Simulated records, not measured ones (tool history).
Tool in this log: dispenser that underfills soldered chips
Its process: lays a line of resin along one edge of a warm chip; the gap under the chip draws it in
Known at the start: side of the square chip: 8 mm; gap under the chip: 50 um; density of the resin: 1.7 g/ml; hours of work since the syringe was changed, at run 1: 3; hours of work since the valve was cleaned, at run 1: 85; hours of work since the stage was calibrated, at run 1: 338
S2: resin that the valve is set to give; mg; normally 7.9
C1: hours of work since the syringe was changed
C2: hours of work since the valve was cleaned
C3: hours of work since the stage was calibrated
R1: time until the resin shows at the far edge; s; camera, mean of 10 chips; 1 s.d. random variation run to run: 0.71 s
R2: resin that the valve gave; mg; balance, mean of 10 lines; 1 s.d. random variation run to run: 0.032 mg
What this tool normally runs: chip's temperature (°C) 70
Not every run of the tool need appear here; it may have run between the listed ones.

{"run": 1, "day": 0.0, "chip's temperature (°C)": 70, "S2": 7.9, "C1": 3, "C2": 85, "C3": 338, "R1": 66.5, "R2": 7.58}
{"day": 0.258, "done": "new syringe of resin"}
{"run": 2, "day": 0.429, "chip's temperature (°C)": 70, "S2": 7.9, "C1": 3, "C2": 92, "C3": 345, "R1": 66.9, "R2": 7.55}
{"day": 0.646, "done": "new syringe of resin"}
{"run": 3, "day": 0.9, "chip's temperature (°C)": 70, "S2": 7.9, "C1": 4, "C2": 100, "C3": 353, "R1": 71.6, "R2": 7.46}
{"day": 1.05, "done": "new syringe of resin"}
{"day": 1.454, "done": "new syringe of resin"}
{"run": 4, "day": 1.521, "chip's temperature (°C)": 70, "S2": 7.9, "C1": 1, "C2": 110, "C3": 363, "R1": 60.9, "R2": 7.41}
{"day": 1.842, "done": "new syringe of resin"}
{"run": 5, "day": 2.008, "chip's temperature (°C)": 70, "S2": 7.9, "C1": 3, "C2": 119, "C3": 371, "R1": 66.1, "R2": 7.34}
{"day": 2.262, "done": "new syringe of resin"}
{"day": 2.65, "done": "new syringe of resin"}
{"run": 6, "day": 2.671, "chip's temperature (°C)": 75, "S2": 7.9, "C1": 0, "C2": 130, "C3": 383, "R1": 48, "R2": 7.31}
{"day": 3.071, "done": "new syringe of resin"}
{"run": 7, "day": 3.371, "chip's temperature (°C)": 75, "S2": 7.9, "C1": 5, "C2": 141, "C3": 394, "R1": 61.3, "R2": 7.3}
{"day": 3.446, "done": "new syringe of resin"}
{"day": 3.554, "done": "dispensing valve cleaned and set on the balance"}
{"run": 8, "day": 3.762, "chip's temperature (°C)": 82, "S2": 7.9, "C1": 5, "C2": 4, "C3": 400, "R1": 43, "R2": 7.87}
{"day": 3.879, "done": "new syringe of resin"}
{"day": 4.292, "done": "new syringe of resin"}
{"run": 9, "day": 4.479, "chip's temperature (°C)": 82, "S2": 7.9, "C1": 3, "C2": 16, "C3": 412, "R1": 40.4, "R2": 7.9}
{"day": 4.696, "done": "new syringe of resin"}
{"day": 5.088, "done": "new syringe of resin"}
{"run": 10, "day": 5.158, "chip's temperature (°C)": 82, "S2": 7.9, "C1": 1, "C2": 27, "C3": 424, "R1": 36.1, "R2": 7.81}
{"day": 5.492, "done": "new syringe of resin"}
{"run": 11, "day": 5.796, "chip's temperature (°C)": 70, "S2": 7.9, "C1": 5, "C2": 38, "C3": 434, "R1": 71.3, "R2": 7.79}
{"day": 5.892, "done": "new syringe of resin"}
{"run": 12, "day": 6.196, "chip's temperature (°C)": 70, "S2": 7.9, "C1": 5, "C2": 44, "C3": 441, "R1": 69.9, "R2": 7.8}
{"day": 6.292, "done": "new syringe of resin"}
{"day": 6.708, "done": "new syringe of resin"}
{"run": 13, "day": 6.746, "chip's temperature (°C)": 70, "S2": 7.9, "C1": 1, "C2": 53, "C3": 450, "R1": 59, "R2": 7.75}
{"day": 7.112, "done": "new syringe of resin"}
{"run": 14, "day": 7.112, "chip's temperature (°C)": 55, "S2": 7.07, "C1": 0, "C2": 60, "C3": 456, "R1": 112.3, "R2": 6.84}
{"run": 15, "day": 7.462, "chip's temperature (°C)": 79, "S2": 7.29, "C1": 6, "C2": 66, "C3": 462, "R1": 53, "R2": 7.02}
{"day": 7.542, "done": "new syringe of resin"}
{"day": 7.938, "done": "new syringe of resin"}
{"run": 16, "day": 8.133, "chip's temperature (°C)": 70, "S2": 6.72, "C1": 3, "C2": 77, "C3": 474, "R1": 67.3, "R2": 6.46}
{"day": 8.371, "done": "new syringe of resin"}
{"run": 17, "day": 8.625, "chip's temperature (°C)": 70, "S2": 6.72, "C1": 4, "C2": 85, "C3": 482, "R1": 71.9, "R2": 6.4}
{"day": 8.771, "done": "new syringe of resin"}
{"run": 18, "day": 8.996, "chip's temperature (°C)": 70, "S2": 6.72, "C1": 4, "C2": 91, "C3": 488, "R1": 70.7, "R2": 6.38}
{"day": 9.179, "done": "new syringe of resin"}
{"day": 9.596, "done": "new syringe of resin"}
{"run": 19, "day": 9.646, "chip's temperature (°C)": 70, "S2": 6.72, "C1": 1, "C2": 102, "C3": 499, "R1": 60.3, "R2": 6.35}
{"day": 9.996, "done": "new syringe of resin"}
{"run": 20, "day": 10.254, "chip's temperature (°C)": 70, "S2": 6.72, "C1": 4, "C2": 112, "C3": 509, "R1": 71, "R2": 6.32}
{"day": 10.433, "done": "new syringe of resin"}
{"day": 10.808, "done": "new syringe of resin"}
{"run": 21, "day": 10.808, "chip's temperature (°C)": 62, "S2": 8.27, "C1": 0, "C2": 122, "C3": 518, "R1": 76.7, "R2": 7.76}
{"day": 11.233, "done": "new syringe of resin"}
{"run": 22, "day": 11.421, "chip's temperature (°C)": 62, "S2": 8.27, "C1": 3, "C2": 132, "C3": 529, "R1": 91, "R2": 7.66}
{"day": 11.621, "done": "new syringe of resin"}
{"run": 23, "day": 11.908, "chip's temperature (°C)": 70, "S2": 7.66, "C1": 5, "C2": 140, "C3": 537, "R1": 71.3, "R2": 7.1}
{"day": 12.0, "done": "new syringe of resin"}
{"day": 12.162, "done": "dispensing valve cleaned and set on the balance"}
{"day": 12.429, "done": "new syringe of resin"}
{"run": 24, "day": 12.588, "chip's temperature (°C)": 69, "S2": 7.08, "C1": 3, "C2": 7, "C3": 548, "R1": 67.1, "R2": 7.05}

The next listed run, before its measurement:
{"day": 12.825, "done": "new syringe of resin"}
{"run": 25, "day": 12.954, "chip's temperature (°C)": 74, "S2": 7.08, "C1": 2, "C2": 13, "C3": 554, "R1": "?", "R2": "?"}

R1: 50.8 s
R2: 7.03 mg
With the hidden condition absent and the run-to-run variation left alone, this run would have shown R1 55.6 s, R2 7.07 mg.
